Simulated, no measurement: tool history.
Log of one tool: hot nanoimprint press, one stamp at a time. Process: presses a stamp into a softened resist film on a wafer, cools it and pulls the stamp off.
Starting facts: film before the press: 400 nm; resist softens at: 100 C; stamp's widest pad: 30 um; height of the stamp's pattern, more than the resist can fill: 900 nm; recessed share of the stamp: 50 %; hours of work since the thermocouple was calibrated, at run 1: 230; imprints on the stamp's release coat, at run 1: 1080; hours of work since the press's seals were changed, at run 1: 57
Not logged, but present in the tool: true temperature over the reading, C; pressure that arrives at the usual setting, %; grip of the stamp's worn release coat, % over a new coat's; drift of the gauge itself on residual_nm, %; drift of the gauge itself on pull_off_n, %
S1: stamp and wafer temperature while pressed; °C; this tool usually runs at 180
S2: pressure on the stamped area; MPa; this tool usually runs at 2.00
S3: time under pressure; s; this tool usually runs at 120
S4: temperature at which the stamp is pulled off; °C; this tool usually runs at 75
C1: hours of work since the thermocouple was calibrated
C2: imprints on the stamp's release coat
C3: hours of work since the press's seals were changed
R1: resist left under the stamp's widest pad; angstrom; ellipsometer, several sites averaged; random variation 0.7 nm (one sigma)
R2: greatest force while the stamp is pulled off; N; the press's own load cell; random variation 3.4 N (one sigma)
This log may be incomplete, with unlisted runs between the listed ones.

run	hour	S1	S2	S3	S4	C1	C2	C3	R1	R2
1	0.0	180	2.00	120	75	230	1080	57	1930	257
2	11.6	173	2.00	120	75	240	1123	66	2388	263
3	24.3	180	2.00	120	75	250	1170	76	1933	261
4	39.6	180	2.00	120	75	262	1228	89	1923	274
5	47.1	180	2.00	120	75	268	1256	95	1930	275
6	62.7	188	2.00	120	75	280	1314	107	1497	285
7	77.9	188	2.00	120	75	292	1371	119	1510	285
8	89.6	188	2.00	120	75	302	1414	128	1507	292
9	105.1	188	2.00	120	75	314	1472	141	1510	290
10	115.4	188	2.00	189	75	322	1511	149	1270	299
11	130.3	188	2.00	189	75	334	1566	161	1274	299
12	144.9	180	1.44	66	75	346	1621	172	2675	304
13	160.8	176	1.44	66	71	358	1680	185	2929	326
14	170.2	180	2.00	92	75	366	1715	193	2118	321
15	181.2	180	2.00	92	75	375	1756	201	2138	323
16	190.4	180	1.30	120	75	382	1791	209	2389	317
17	206.8	180	1.30	120	75	395	1852	222	2381	329
18	218.4	186	1.30	68	75	404	1895	231	2406	333
19	231.6	186	1.30	68	75	415	1944	241	2410	333
20	247.0	186	1.30	68	75	427	2002	254	2397	347
21	263.2	174	1.30	64	75	440	2062	267	3187	347

4 options for the next run, each taken on its own from the tool as it stands now. Forecast them:
A	270.8	180	2.00	120	63	446	2091	273	?	?
B	270.8	180	2.00	177	75	446	2091	273	?	?
C	270.8	174	1.70	138	66	446	2091	273	?	?
D	270.8	177	2.00	65	75	446	2091	273	?	?

run	R1	R2
A	1975	399
B	1711	355
C	2426	382
D	2578	355
The same runs, with their run-to-run variation unchanged, on a tool lacking any hidden condition would have given:
run	R1	R2
A	1902	185
B	1644	164
C	2345	176
D	2497	163

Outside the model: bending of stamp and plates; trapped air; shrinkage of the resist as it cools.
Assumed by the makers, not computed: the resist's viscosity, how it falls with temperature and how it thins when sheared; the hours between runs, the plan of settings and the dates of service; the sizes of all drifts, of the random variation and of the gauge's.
